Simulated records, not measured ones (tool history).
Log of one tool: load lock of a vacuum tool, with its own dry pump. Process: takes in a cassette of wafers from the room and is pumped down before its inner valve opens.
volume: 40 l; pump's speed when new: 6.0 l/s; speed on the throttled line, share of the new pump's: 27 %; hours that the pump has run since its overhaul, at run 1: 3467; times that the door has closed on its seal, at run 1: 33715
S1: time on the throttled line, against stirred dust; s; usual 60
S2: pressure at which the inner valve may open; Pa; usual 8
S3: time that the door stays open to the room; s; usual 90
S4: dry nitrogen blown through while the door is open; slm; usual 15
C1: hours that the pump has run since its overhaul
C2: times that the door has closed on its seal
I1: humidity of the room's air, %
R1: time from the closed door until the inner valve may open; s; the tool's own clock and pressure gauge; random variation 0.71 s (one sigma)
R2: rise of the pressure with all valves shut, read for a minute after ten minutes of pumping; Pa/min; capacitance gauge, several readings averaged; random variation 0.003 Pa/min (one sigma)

{"run": 1, "hour": 0.0, "S1": 60, "S2": 8, "S3": 90, "S4": 15, "C1": 3467, "C2": 33715, "I1": 47.3, "R1": 109.0, "R2": 0.281}
{"run": 2, "hour": 236.7, "S1": 60, "S2": 8, "S3": 90, "S4": 15, "C1": 3704, "C2": 34539, "I1": 43.0, "R1": 109.2, "R2": 0.286}
{"run": 3, "hour": 503.2, "S1": 60, "S2": 8, "S3": 90, "S4": 15, "C1": 3970, "C2": 35467, "I1": 44.1, "R1": 109.1, "R2": 0.3}
{"run": 4, "hour": 814.9, "S1": 30, "S2": 8, "S3": 90, "S4": 15, "C1": 4282, "C2": 36552, "I1": 46.8, "R1": 85.3, "R2": 0.318}
{"run": 5, "hour": 998.3, "S1": 30, "S2": 8, "S3": 90, "S4": 15, "C1": 4465, "C2": 37191, "I1": 45.8, "R1": 86.7, "R2": 0.324}
{"run": 6, "hour": 1184.6, "S1": 30, "S2": 8, "S3": 90, "S4": 15, "C1": 4652, "C2": 37840, "I1": 44.5, "R1": 88.1, "R2": 0.32}
{"run": 7, "hour": 1498.2, "S1": 30, "S2": 8, "S3": 90, "S4": 15, "C1": 4965, "C2": 38932, "I1": 48.6, "R1": 87.8, "R2": 0.347}
{"run": 8, "hour": 1802.1, "S1": 30, "S2": 8, "S3": 90, "S4": 15, "C1": 5269, "C2": 39990, "I1": 40.2, "R1": 87.3, "R2": 0.349}
{"run": 9, "hour": 2066.6, "S1": 60, "S2": 8, "S3": 90, "S4": 5, "C1": 5534, "C2": 40911, "I1": 45.6, "R1": 108.5, "R2": 0.379}
{"run": 10, "hour": 2271.3, "S1": 60, "S2": 8, "S3": 90, "S4": 5, "C1": 5739, "C2": 41624, "I1": 45.6, "R1": 109.9, "R2": 0.385}
{"run": 11, "hour": 2438.1, "S1": 60, "S2": 8, "S3": 90, "S4": 15, "C1": 5905, "C2": 42204, "I1": 43.6, "R1": 109.5, "R2": 0.384}
{"run": 12, "hour": 2598.6, "S1": 60, "S2": 8, "S3": 90, "S4": 15, "C1": 6066, "C2": 42763, "I1": 46.2, "R1": 108.7, "R2": 0.386}
{"run": 13, "hour": 2830.4, "S1": 60, "S2": 8, "S3": 90, "S4": 15, "C1": 6298, "C2": 43571, "I1": 46.5, "R1": 109.8, "R2": 0.392}
{"run": 14, "hour": 3085.6, "S1": 88, "S2": 8, "S3": 90, "S4": 15, "C1": 6553, "C2": 44459, "I1": 45.7, "R1": 129.3, "R2": 0.397}
{"run": 15, "hour": 3335.6, "S1": 88, "S2": 8, "S3": 90, "S4": 15, "C1": 6803, "C2": 45330, "I1": 47.9, "R1": 131.1, "R2": 0.417}
{"run": 16, "hour": 3587.9, "S1": 60, "S2": 8, "S3": 90, "S4": 15, "C1": 7055, "C2": 46208, "I1": 44.0, "R1": 109.4, "R2": 0.428}
{"run": 17, "hour": 3851.8, "S1": 60, "S2": 8, "S3": 90, "S4": 15, "C1": 7319, "C2": 47127, "I1": 43.1, "R1": 111.4, "R2": 0.429}
{"run": 18, "hour": 4114.5, "S1": 60, "S2": 8, "S3": 90, "S4": 15, "C1": 7582, "C2": 48042, "I1": 47.6, "R1": 110.6, "R2": 0.466}

The next listed run, before its measurement:
{"run": 19, "hour": 4273.7, "S1": 66, "S2": 8, "S3": 61, "S4": 15, "C1": 7741, "C2": 48596, "I1": 46.5, "R1": "?", "R2": "?"}

Run 19 gave R1 114.4 s, R2 0.454 Pa/min.
Without the tool's hidden state the same run would have given R1 111.3 s, R2 0.040 Pa/min.
